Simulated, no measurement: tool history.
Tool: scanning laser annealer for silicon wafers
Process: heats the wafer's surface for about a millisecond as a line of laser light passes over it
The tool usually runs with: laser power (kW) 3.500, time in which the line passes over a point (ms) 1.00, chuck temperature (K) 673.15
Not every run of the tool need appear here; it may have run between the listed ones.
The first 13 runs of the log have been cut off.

run     day  laser power (kW)  time in which the line passes over a point (ms)  chuck temperature (K)  highest temperature of the surface (K)
 14  10.317             3.500                                             1.00                 664.15                                 1465.15
 15  10.850             3.047                                             1.00                 664.15                                 1337.15
 16  11.258             3.681                                             0.72                 647.15                                 1368.15
 17  11.779             3.681                                             0.72                 647.15                                 1366.15
 18  12.312             3.582                                             1.00                 693.15                                 1512.15
     12.862  -- laser's power meter calibrated, once more
 19  12.862             3.582                                             1.00                 693.15                                 1515.15
 20  13.354             3.582                                             1.00                 693.15                                 1512.15
 21  14.096             3.301                                             1.00                 634.15                                 1380.15
 22  14.817             3.301                                             1.22                 653.15                                 1480.15
 23  15.575             3.301                                             1.22                 653.15                                 1475.15
 24  16.454             3.680                                             0.89                 673.15                                 1468.15

For run 25, what comes out?
 25  17.329             3.446                                             0.73                 690.15                                       ?

{"run 25": {"highest temperature of the surface (K)": 1355.15}}
On a tool with no hidden condition, and with the same random variation, this run would have come out at highest temperature of the surface (K) 1368.15.

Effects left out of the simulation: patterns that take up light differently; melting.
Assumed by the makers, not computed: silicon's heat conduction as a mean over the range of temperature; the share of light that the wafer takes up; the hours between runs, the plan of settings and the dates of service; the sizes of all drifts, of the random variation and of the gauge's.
